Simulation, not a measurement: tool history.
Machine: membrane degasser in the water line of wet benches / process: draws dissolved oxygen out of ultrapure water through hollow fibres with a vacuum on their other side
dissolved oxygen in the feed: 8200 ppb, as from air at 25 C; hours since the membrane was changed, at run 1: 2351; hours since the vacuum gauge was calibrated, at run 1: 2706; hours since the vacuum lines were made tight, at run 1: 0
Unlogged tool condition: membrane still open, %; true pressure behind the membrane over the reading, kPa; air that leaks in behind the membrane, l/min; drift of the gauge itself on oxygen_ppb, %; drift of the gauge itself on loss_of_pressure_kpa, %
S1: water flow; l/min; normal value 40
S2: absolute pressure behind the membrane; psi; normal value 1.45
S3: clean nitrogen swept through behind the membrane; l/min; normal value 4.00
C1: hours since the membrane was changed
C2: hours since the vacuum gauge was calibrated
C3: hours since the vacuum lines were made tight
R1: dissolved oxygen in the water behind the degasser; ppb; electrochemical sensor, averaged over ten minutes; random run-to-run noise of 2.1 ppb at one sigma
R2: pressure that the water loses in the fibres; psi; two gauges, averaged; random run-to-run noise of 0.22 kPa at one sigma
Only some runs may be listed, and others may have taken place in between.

Run 1, hour 0.0: usual settings; C1 2351; C2 2706; C3 0. Result: R1 213.7 ppb, R2 8.061 psi.
Run 2, hour 50.6: usual settings; C1 2401; C2 2757; C3 51. Result: R1 213.5 ppb, R2 8.003 psi.
Run 3, hour 109.3: usual settings but S2 2.65 psi; C1 2460; C2 2815; C3 109. Result: R1 395.7 ppb, R2 8.048 psi.
Run 4, hour 182.7: usual settings but S2 2.65 psi; C1 2534; C2 2889; C3 183. Result: R1 392.9 ppb, R2 8.010 psi.
Run 5, hour 268.3: usual settings but S1 63 l/min, S2 2.65 psi; C1 2619; C2 2974; C3 268. Result: R1 752.5 ppb, R2 12.612 psi.
Run 6, hour 315.7: usual settings but S1 63 l/min, S2 2.65 psi, S3 4.93 l/min; C1 2667; C2 3022; C3 316. Result: R1 676.4 ppb, R2 12.618 psi.
Run 7, hour 364.0: usual settings but S1 63 l/min, S2 2.65 psi, S3 4.93 l/min; C1 2715; C2 3070; C3 364. Result: R1 677.6 ppb, R2 12.670 psi.
Run 8, hour 421.1: usual settings but S1 63 l/min, S2 2.65 psi, S3 4.93 l/min; C1 2772; C2 3127; C3 421. Result: R1 669.9 ppb, R2 12.685 psi.
Run 9, hour 456.0: usual settings; C1 2807; C2 3162; C3 456. Result: R1 211.7 ppb, R2 8.057 psi.
Run 10, hour 505.8: usual settings but S1 32 l/min; C1 2857; C2 3212; C3 506. Result: R1 149.6 ppb, R2 6.430 psi.
Run 11, hour 543.9: usual settings but S2 1.07 psi; C1 2895; C2 3250; C3 544. Result: R1 153.3 ppb, R2 8.039 psi.
Run 12, hour 598.6: usual settings but S2 1.07 psi; C1 2949; C2 3305; C3 599. Result: R1 156.9 ppb, R2 8.019 psi.
Run 13, hour 651.7: usual settings but S2 1.07 psi; C1 3003; C2 3358; C3 652. Result: R1 155.7 ppb, R2 8.041 psi.
Run 14, hour 713.3: usual settings but S2 2.97 psi; C1 3064; C2 3419; C3 713. Result: R1 444.2 ppb, R2 8.057 psi.
Run 15, hour 755.2: usual settings but S2 2.97 psi; C1 3106; C2 3461; C3 755. Result: R1 447.0 ppb, R2 8.037 psi.
Run 16, hour 791.5: usual settings but S1 41 l/min, S2 1.35 psi; C1 3142; C2 3497; C3 791. Result: R1 207.8 ppb, R2 8.202 psi.
Run 17, hour 857.7: usual settings but S1 41 l/min, S2 1.35 psi; C1 3209; C2 3564; C3 858. Result: R1 208.6 ppb, R2 8.298 psi.
Run 18, hour 911.1: usual settings but S1 47 l/min, S2 3.06 psi; C1 3262; C2 3617; C3 911. Result: R1 555.5 ppb, R2 9.477 psi.
Run 19, hour 954.7: usual settings but S1 43 l/min, S2 2.15 psi, S3 2.31 l/min; C1 3306; C2 3661; C3 955. Result: R1 536.5 ppb, R2 8.627 psi.
Run 20, hour 1031.1: usual settings but S1 43 l/min, S2 2.15 psi, S3 2.31 l/min; C1 3382; C2 3737; C3 1031. Result: R1 544.3 ppb, R2 8.646 psi.
Run 21, hour 1069.5: usual settings but S1 43 l/min, S2 2.15 psi, S3 2.31 l/min; C1 3420; C2 3775; C3 1069. Result: R1 542.8 ppb, R2 8.797 psi.
Run 22, hour 1148.2: usual settings but S1 61 l/min, S2 2.15 psi, S3 2.56 l/min; C1 3499; C2 3854; C3 1148. Result: R1 799.6 ppb, R2 12.250 psi.
Run 23, hour 1224.6: usual settings but S2 1.42 psi, S3 1.68 l/min; C1 3575; C2 3931; C3 1225. Result: R1 388.6 ppb, R2 8.052 psi.
Run 24, hour 1306.3: usual settings but S2 1.42 psi, S3 1.68 l/min; C1 3657; C2 4012; C3 1306. Result: R1 392.2 ppb, R2 8.068 psi.
Run 25, hour 1344.4: usual settings but S1 27 l/min, S2 1.42 psi, S3 7.13 l/min; C1 3695; C2 4050; C3 1344. Result: R1 71.0 ppb, R2 5.478 psi.
Run 26, hour 1384.9: usual settings but S1 27 l/min, S2 1.94 psi, S3 6.21 l/min; C1 3736; C2 4091; C3 1385. Result: R1 117.2 ppb, R2 5.482 psi.
Run 27, hour 1466.9: usual settings but S1 27 l/min, S2 1.94 psi, S3 6.21 l/min; C1 3818; C2 4173; C3 1467. Result: R1 115.7 ppb, R2 5.459 psi.
Run 28, hour 1520.4: usual settings but S1 27 l/min, S2 1.94 psi, S3 6.21 l/min; C1 3871; C2 4226; C3 1520. Result: R1 117.5 ppb, R2 5.458 psi.
Run 29, hour 1556.1: usual settings but S2 2.96 psi, S3 5.29 l/min; C1 3907; C2 4262; C3 1556. Result: R1 360.6 ppb, R2 8.051 psi.

5 options for the next run, each taken on its own from the tool as it stands now. Forecast them:
Run A, hour 1630.7: usual settings but S1 48 l/min, S2 3.25 psi, S3 7.74 l/min; C1 3982; C2 4337; C3 1631. Result: R1 ?, R2 ?.
Run B, hour 1630.7: usual settings but S3 2.09 l/min; C1 3982; C2 4337; C3 1631. Result: R1 ?, R2 ?.
Run C, hour 1630.7: usual settings but S1 31 l/min, S2 1.19 psi; C1 3982; C2 4337; C3 1631. Result: R1 ?, R2 ?.
Run D, hour 1630.7: usual settings but S2 1.35 psi, S3 7.10 l/min; C1 3982; C2 4337; C3 1631. Result: R1 ?, R2 ?.
Run E, hour 1630.7: usual settings but S1 25 l/min, S2 1.91 psi, S3 10.19 l/min; C1 3982; C2 4337; C3 1631. Result: R1 ?, R2 ?.

run     R1     R2
  A  387.2  9.761
  B  339.7  8.141
  C  113.4  6.242
  D  143.9  8.174
  E   66.1  5.033
Without the tool's unlogged condition, the same runs would have read:
run     R1     R2
  A  371.8  9.496
  B  324.4  7.919
  C  106.7  6.071
  D  133.5  7.952
  E   63.7  4.895

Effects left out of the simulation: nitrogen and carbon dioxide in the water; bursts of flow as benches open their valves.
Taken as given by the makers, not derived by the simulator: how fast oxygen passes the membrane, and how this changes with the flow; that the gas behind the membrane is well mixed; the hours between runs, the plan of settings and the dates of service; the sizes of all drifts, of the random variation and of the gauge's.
